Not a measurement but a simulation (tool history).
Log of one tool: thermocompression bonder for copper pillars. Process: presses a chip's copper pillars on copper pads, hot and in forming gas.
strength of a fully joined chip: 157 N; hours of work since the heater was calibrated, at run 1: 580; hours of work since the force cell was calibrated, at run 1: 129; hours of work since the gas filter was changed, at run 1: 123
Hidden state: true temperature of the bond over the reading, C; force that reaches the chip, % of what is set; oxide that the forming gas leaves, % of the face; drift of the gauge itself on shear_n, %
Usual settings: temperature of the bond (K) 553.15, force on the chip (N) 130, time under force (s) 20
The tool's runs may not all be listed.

run	hour	temperature of the bond (K)	force on the chip (N)	time under force (s)	hours of work since the heater was calibrated	hours of work since the force cell was calibrated	hours of work since the gas filter was changed	force that shears a chip off (N)
1	0.0	553.15	130	20	580	129	123	56.7
2	8.8	553.15	130	20	584	132	126	57.4
3	18.0	553.15	130	20	587	136	130	57.8
4	27.2	571.15	130	20	591	140	134	71.1
5	34.9	571.15	130	20	594	143	137	71.7
6	40.7	553.15	130	20	597	145	140	57.3
7	51.3	569.15	130	20	601	150	144	69.0
8	56.4	558.15	130	20	603	152	146	59.9
9	62.1	558.15	130	20	606	154	148	61.3
10	72.7	553.15	92	20	610	159	153	44.2
# hour 74.9: forming gas filter changed
11	82.1	553.15	171	20	614	162	3	68.5
12	91.1	553.15	194	20	618	166	7	73.5
13	99.6	553.15	194	20	621	170	10	74.0
14	108.7	553.15	194	20	625	173	14	73.8
15	118.0	538.15	100	20	629	177	18	38.4

Run 16 comes next. What will it give?
16	124.1	562.15	166	15	631	180	20	?

force that shears a chip off (N): 66.2
Without the tool's hidden state the same run would have given force that shears a chip off (N) 66.4.

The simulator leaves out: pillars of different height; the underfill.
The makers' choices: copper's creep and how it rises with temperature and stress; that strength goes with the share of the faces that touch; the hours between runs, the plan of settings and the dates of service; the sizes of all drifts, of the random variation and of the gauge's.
